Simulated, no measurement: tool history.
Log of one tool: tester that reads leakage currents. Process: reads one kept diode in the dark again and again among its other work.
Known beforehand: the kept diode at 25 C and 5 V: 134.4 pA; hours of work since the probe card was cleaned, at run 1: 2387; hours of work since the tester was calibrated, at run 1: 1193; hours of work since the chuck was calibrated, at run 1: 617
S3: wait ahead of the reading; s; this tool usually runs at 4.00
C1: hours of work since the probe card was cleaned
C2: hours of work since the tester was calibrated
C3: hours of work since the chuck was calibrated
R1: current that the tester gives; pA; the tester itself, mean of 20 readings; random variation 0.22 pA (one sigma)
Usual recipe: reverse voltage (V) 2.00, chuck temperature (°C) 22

run 1 hour=0.0 | reverse_voltage_(V)=2.00 chuck_temperature_(°C)=22 S3=4.00 | C1=2387 C2=1193 C3=617 | R1=71.08
run 2 hour=54.3 | reverse_voltage_(V)=4.70 chuck_temperature_(°C)=22 S3=4.00 | C1=2426 C2=1233 C3=656 | R1=106.32
run 3 hour=110.0 | reverse_voltage_(V)=4.70 chuck_temperature_(°C)=22 S3=4.00 | C1=2467 C2=1273 C3=697 | R1=106.67
run 4 hour=146.5 | reverse_voltage_(V)=4.70 chuck_temperature_(°C)=22 S3=4.00 | C1=2493 C2=1300 C3=723 | R1=106.33
run 5 hour=211.4 | reverse_voltage_(V)=4.70 chuck_temperature_(°C)=22 S3=4.00 | C1=2540 C2=1347 C3=770 | R1=105.65
run 6 hour=271.2 | reverse_voltage_(V)=2.00 chuck_temperature_(°C)=22 S3=4.00 | C1=2584 C2=1390 C3=813 | R1=70.27
run 7 hour=311.0 | reverse_voltage_(V)=2.00 chuck_temperature_(°C)=22 S3=4.00 | C1=2612 C2=1419 C3=842 | R1=69.74
run 8 hour=363.5 | reverse_voltage_(V)=2.00 chuck_temperature_(°C)=22 S3=4.00 | C1=2650 C2=1457 C3=880 | R1=69.81
run 9 hour=407.5 | reverse_voltage_(V)=2.00 chuck_temperature_(°C)=22 S3=4.00 | C1=2682 C2=1489 C3=912 | R1=69.78
run 10 hour=473.2 | reverse_voltage_(V)=2.00 chuck_temperature_(°C)=22 S3=4.00 | C1=2730 C2=1536 C3=960 | R1=69.11
run 11 hour=512.4 | reverse_voltage_(V)=2.00 chuck_temperature_(°C)=22 S3=4.00 | C1=2758 C2=1565 C3=988 | R1=69.21
run 12 hour=539.9 | reverse_voltage_(V)=2.00 chuck_temperature_(°C)=22 S3=4.00 | C1=2778 C2=1585 C3=1008 | R1=69.02
run 13 hour=591.0 | reverse_voltage_(V)=2.00 chuck_temperature_(°C)=31 S3=4.00 | C1=2815 C2=1622 C3=1045 | R1=130.49
run 14 hour=623.6 | reverse_voltage_(V)=2.00 chuck_temperature_(°C)=31 S3=4.00 | C1=2839 C2=1645 C3=1069 | R1=129.82
run 15 hour=674.6 | reverse_voltage_(V)=2.00 chuck_temperature_(°C)=31 S3=4.00 | C1=2876 C2=1682 C3=1106 | R1=129.91
run 16 hour=722.6 | reverse_voltage_(V)=2.00 chuck_temperature_(°C)=31 S3=4.00 | C1=2911 C2=1717 C3=1141 | R1=129.56
-- hour=769.1 probe card cleaned and baked
run 17 hour=769.8 | reverse_voltage_(V)=8.89 chuck_temperature_(°C)=22 S3=4.00 | C1=1 C2=1749 C3=1173 | R1=129.22
run 18 hour=810.3 | reverse_voltage_(V)=8.89 chuck_temperature_(°C)=22 S3=4.00 | C1=30 C2=1779 C3=1202 | R1=129.38
run 19 hour=875.4 | reverse_voltage_(V)=8.89 chuck_temperature_(°C)=22 S3=4.00 | C1=77 C2=1826 C3=1249 | R1=128.99
run 20 hour=932.4 | reverse_voltage_(V)=3.12 chuck_temperature_(°C)=53 S3=6.63 | C1=118 C2=1867 C3=1290 | R1=657.06
run 21 hour=959.1 | reverse_voltage_(V)=3.12 chuck_temperature_(°C)=53 S3=6.63 | C1=138 C2=1886 C3=1310 | R1=650.88
run 22 hour=1016.2 | reverse_voltage_(V)=3.04 chuck_temperature_(°C)=31 S3=6.63 | C1=179 C2=1928 C3=1351 | R1=150.87
run 23 hour=1078.2 | reverse_voltage_(V)=3.04 chuck_temperature_(°C)=31 S3=6.63 | C1=224 C2=1973 C3=1396 | R1=150.61
run 24 hour=1126.9 | reverse_voltage_(V)=7.61 chuck_temperature_(°C)=28 S3=0.62 | C1=259 C2=2008 C3=1431 | R1=188.69
run 25 hour=1157.1 | reverse_voltage_(V)=10.75 chuck_temperature_(°C)=28 S3=0.62 | C1=281 C2=2030 C3=1453 | R1=221.76
run 26 hour=1205.4 | reverse_voltage_(V)=9.60 chuck_temperature_(°C)=21 S3=1.32 | C1=316 C2=2065 C3=1488 | R1=124.77
run 27 hour=1237.2 | reverse_voltage_(V)=5.50 chuck_temperature_(°C)=35 S3=4.00 | C1=339 C2=2088 C3=1511 | R1=259.71
run 28 hour=1295.0 | reverse_voltage_(V)=5.50 chuck_temperature_(°C)=35 S3=4.00 | C1=381 C2=2130 C3=1553 | R1=258.37
run 29 hour=1344.4 | reverse_voltage_(V)=5.50 chuck_temperature_(°C)=20 S3=0.94 | C1=417 C2=2166 C3=1589 | R1=89.26
run 30 hour=1395.2 | reverse_voltage_(V)=1.86 chuck_temperature_(°C)=34 S3=0.94 | C1=454 C2=2203 C3=1626 | R1=146.25
run 31 hour=1457.8 | reverse_voltage_(V)=2.00 chuck_temperature_(°C)=33 S3=2.27 | C1=499 C2=2248 C3=1671 | R1=141.12
run 32 hour=1487.6 | reverse_voltage_(V)=2.00 chuck_temperature_(°C)=33 S3=2.27 | C1=521 C2=2270 C3=1693 | R1=140.09
run 33 hour=1545.3 | reverse_voltage_(V)=2.00 chuck_temperature_(°C)=33 S3=2.27 | C1=563 C2=2311 C3=1735 | R1=140.40
run 34 hour=1599.5 | reverse_voltage_(V)=2.00 chuck_temperature_(°C)=29 S3=4.00 | C1=602 C2=2351 C3=1774 | R1=105.55

Some steps in R1 between neighbouring runs. How much of each would the tool show without its hidden state too (settings, what came in, random variation), and how much is left for the hidden state, with any gauge scatter that isn't in both results?
Hidden state present: stray current of the dirty probe card, pA a volt; current scale over the true one, %; true chuck temperature over the reading, C; drift of the gauge itself on leakage_pa, %.
Run 19 -> 20: reverse voltage (V) 8.89 -> 3.12, chuck temperature (°C) 22 -> 53, S3 4.00 -> 6.63. R1 +528.07 pA: hidden state -40.00, all else +568.07.
Run 21 -> 22: reverse voltage (V) 3.12 -> 3.04, chuck temperature (°C) 53 -> 31. R1 -500.01 pA: hidden state +37.76, all else -537.77.
Run 28 -> 29: chuck temperature (°C) 35 -> 20, S3 4.00 -> 0.94. R1 -169.11 pA: hidden state +17.62, all else -186.73.
